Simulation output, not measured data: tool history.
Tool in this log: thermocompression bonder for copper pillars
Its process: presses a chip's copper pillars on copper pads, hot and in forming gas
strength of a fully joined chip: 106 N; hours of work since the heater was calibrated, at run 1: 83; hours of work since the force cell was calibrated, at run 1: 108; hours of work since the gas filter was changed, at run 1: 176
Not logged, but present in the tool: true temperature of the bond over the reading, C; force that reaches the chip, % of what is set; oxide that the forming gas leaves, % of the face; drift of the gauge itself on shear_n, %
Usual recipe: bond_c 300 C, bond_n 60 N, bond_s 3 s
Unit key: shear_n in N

run	hour	bond_c	bond_n	bond_s	hours of work since the heater was calibrated	hours of work since the force cell was calibrated	hours of work since the gas filter was changed	shear_n
1	0	300	60	3	83	108	176	65.2
2	17.7	300	60	3	91	116	184	64.9
3	37	300	60	3	100	125	193	64.9
4	56.3	300	60	3	109	134	202	64.7
5	71.3	300	60	3	116	141	209	65.5
6	82.2	300	60	3	121	146	214	64.8
7	94.8	300	60	3	126	151	219	64.6
8	107.9	300	60	3	132	157	225	64.8
9	124.2	311	60	3	140	165	233	70.6
10	145.1	311	60	3	149	174	242	69.7
11	155.3	311	60	3	154	179	247	70
12	169.8	320	60	6	161	185	253	85
13	189.3	317	60	3	169	194	262	72.4
14	209.5	300	86	6	179	203	272	89.4
15	222.9	300	86	6	185	210	278	89.5
16	243	300	86	6	194	219	287	89.2
17	260.3	311	44	8	202	227	295	73.3
18	274	271	83	5	208	233	301	74.6
19	290.7	294	74	3	216	240	309	70.4
20	307.5	294	76	5	223	248	316	80.1

Expected results for the next run?
21	321.8	294	76	5	230	255	323	?

{"run 21": {"shear_n": 80.2}}
Take away the tool's hidden state, keep the run-to-run variation as it was, and the same run would have given shear_n 83.7 N.
